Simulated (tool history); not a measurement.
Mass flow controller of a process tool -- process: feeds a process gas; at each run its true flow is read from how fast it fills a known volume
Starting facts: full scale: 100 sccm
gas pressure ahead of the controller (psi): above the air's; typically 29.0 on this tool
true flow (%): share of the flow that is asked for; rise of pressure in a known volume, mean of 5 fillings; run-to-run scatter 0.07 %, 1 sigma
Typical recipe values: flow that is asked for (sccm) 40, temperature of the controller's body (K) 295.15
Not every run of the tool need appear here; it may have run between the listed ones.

run,hour,flow that is asked for (sccm),gas pressure ahead of the controller (psi),temperature of the controller's body (K),true flow (%)
1,0.0,40,29.0,295.15,98.28
2,136.4,40,29.0,299.15,98.27
3,304.8,40,29.0,299.15,98.21
4,560.5,40,29.0,299.15,98.34
5,745.3,40,29.0,310.15,97.79
6,1018.0,40,31.5,295.15,98.59
7,1229.8,40,31.5,295.15,98.31
8,1400.5,40,31.5,309.15,97.85
9,1557.8,40,31.5,309.15,98.00
10,1740.3,40,31.5,309.15,97.94
11,1994.0,40,31.5,309.15,97.97
12,2252.3,40,31.5,309.15,98.00
13,2421.1,40,29.0,295.15,98.43
14,2680.5,40,29.0,295.15,98.47
15,2913.3,40,29.0,295.15,98.45
16,3120.5,40,29.0,295.15,98.47
17,3249.5,40,29.0,295.15,98.46
18,3461.0,40,38.1,299.15,98.30
19,3615.3,15,29.0,295.15,97.71
20,3784.0,15,29.0,294.15,97.92
21,3955.8,15,29.0,294.15,97.77
22,4175.2,40,29.0,310.15,98.01
23,4425.6,38,34.4,307.15,97.93
24,4560.2,48,29.0,295.15,98.53
25,4771.2,60,27.6,303.15,98.62
26,4960.6,17,27.6,303.15,97.57
27,5240.6,76,30.0,303.15,99.14
28,5404.0,76,30.0,303.15,99.07
29,5682.9,76,30.0,303.15,99.19
30,5901.1,76,30.0,303.15,99.05
31,6099.9,76,30.0,303.15,99.18
32,6230.3,79,24.1,295.15,99.56

5 options for the next run, each taken on its own from the tool as it stands now. Forecast them:
A,6370.1,31,29.2,295.15,?
B,6370.1,40,21.8,295.15,?
C,6370.1,16,24.1,302.15,?
D,6370.1,40,24.4,295.15,?
E,6370.1,66,23.8,309.15,?

run,true flow (%)
A,98.43
B,98.47
C,97.46
D,98.56
E,98.76
Had the tool no hidden state, the same runs would have come out as:
run,true flow (%)
A,98.44
B,98.48
C,97.47
D,98.56
E,98.77
